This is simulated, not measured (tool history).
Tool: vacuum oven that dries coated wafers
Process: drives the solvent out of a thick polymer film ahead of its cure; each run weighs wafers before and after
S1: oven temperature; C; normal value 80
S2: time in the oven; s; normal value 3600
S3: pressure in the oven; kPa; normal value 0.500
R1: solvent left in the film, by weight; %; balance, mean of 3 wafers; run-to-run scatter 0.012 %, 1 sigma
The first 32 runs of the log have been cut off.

run	hour	S1	S2	S3	R1
33	553.9	67	2340	0.548	8.94
34	577.1	90	2700	0.387	2.41
35	601.9	90	2700	0.520	2.44
36	621.5	80	2280	0.323	5.65
37	644.0	92	3540	0.323	1.12
38	663.3	91	5640	0.416	0.37
39	684.5	66	1980	1.137	10.05
40	708.6	95	3060	0.324	1.13
41	724.7	95	3060	0.324	1.12
42	740.9	80	2640	0.306	4.88
43	754.4	80	2640	0.306	4.87
44	776.3	91	5580	0.878	0.46

Alternative continuations, all from the tool just after run 44; predict every row:
A	796.9	90	1920	0.878	?
B	796.9	66	3060	0.401	?
C	796.9	69	6000	0.878	?
D	796.9	91	5340	0.321	?

run	R1
A	4.09
B	7.93
C	3.84
D	0.41
What these runs would have given with no unlogged condition in the tool:
run	R1
A	4.13
B	7.95
C	3.86
D	0.40

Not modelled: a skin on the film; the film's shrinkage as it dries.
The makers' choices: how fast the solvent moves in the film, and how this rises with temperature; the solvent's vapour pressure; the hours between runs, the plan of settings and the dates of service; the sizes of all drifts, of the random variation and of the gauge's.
